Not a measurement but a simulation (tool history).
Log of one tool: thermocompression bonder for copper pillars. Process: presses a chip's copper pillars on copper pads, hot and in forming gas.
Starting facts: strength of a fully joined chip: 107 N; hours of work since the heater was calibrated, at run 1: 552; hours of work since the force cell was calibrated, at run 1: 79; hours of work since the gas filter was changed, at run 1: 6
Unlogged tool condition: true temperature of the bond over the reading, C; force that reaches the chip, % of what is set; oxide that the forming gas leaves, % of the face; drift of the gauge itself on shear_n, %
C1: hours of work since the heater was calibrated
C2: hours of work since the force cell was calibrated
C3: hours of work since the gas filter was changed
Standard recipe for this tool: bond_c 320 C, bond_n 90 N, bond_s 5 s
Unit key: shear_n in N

Run 1, hour 0.0: usual settings; C1 552; C2 79; C3 6. Result: shear_n 71.3 N.
Run 2, hour 25.2: usual settings; C1 567; C2 94; C3 21. Result: shear_n 70.9 N.
Run 3, hour 41.3: usual settings but bond_c 348 C; C1 577; C2 104; C3 31. Result: shear_n 83.1 N.
Run 4, hour 67.2: usual settings; C1 592; C2 119; C3 46. Result: shear_n 70.6 N.
Run 5, hour 91.8: usual settings but bond_n 71 N; C1 607; C2 134; C3 61. Result: shear_n 62.8 N.
Run 6, hour 107.7: usual settings; C1 616; C2 144; C3 70. Result: shear_n 69.6 N.
Run 7, hour 131.4: usual settings but bond_c 330 C, bond_n 79 N, bond_s 12 s; C1 631; C2 158; C3 84. Result: shear_n 85.8 N.
Run 8, hour 154.8: usual settings but bond_c 341 C, bond_s 8 s; C1 645; C2 172; C3 98. Result: shear_n 86.7 N.
Run 9, hour 181.7: usual settings but bond_c 302 C, bond_n 62 N, bond_s 12 s; C1 661; C2 188; C3 114. Result: shear_n 65.5 N.
Run 10, hour 207.4: usual settings but bond_n 83 N; C1 676; C2 203; C3 130. Result: shear_n 66.6 N.
At hour 210.5: forming gas filter changed.
Run 11, hour 235.1: usual settings but bond_n 55 N, bond_s 4 s; C1 692; C2 219; C3 15. Result: shear_n 51.6 N.

Below are 5 alternative next runs, each starting from the tool's condition after run 11. Predict each:
Run A, hour 259.5: usual settings; C1 707; C2 234; C3 29. Result: shear_n ?.
Run B, hour 259.5: usual settings but bond_c 334 C, bond_n 79 N, bond_s 10 s; C1 707; C2 234; C3 29. Result: shear_n ?.
Run C, hour 259.5: usual settings but bond_n 82 N, bond_s 4 s; C1 707; C2 234; C3 29. Result: shear_n ?.
Run D, hour 259.5: usual settings but bond_n 59 N, bond_s 7 s; C1 707; C2 234; C3 29. Result: shear_n ?.
Run E, hour 259.5: usual settings but bond_c 329 C, bond_n 85 N, bond_s 10 s; C1 707; C2 234; C3 29. Result: shear_n ?.

run  shear_n
  A     71.3
  B     87.1
  C     63.9
  D     63.9
  E     86.7
The same runs, with their run-to-run variation unchanged, on a tool lacking any hidden condition would have given:
run  shear_n
  A     66.7
  B     83.5
  C     59.3
  D     59.3
  E     83.1
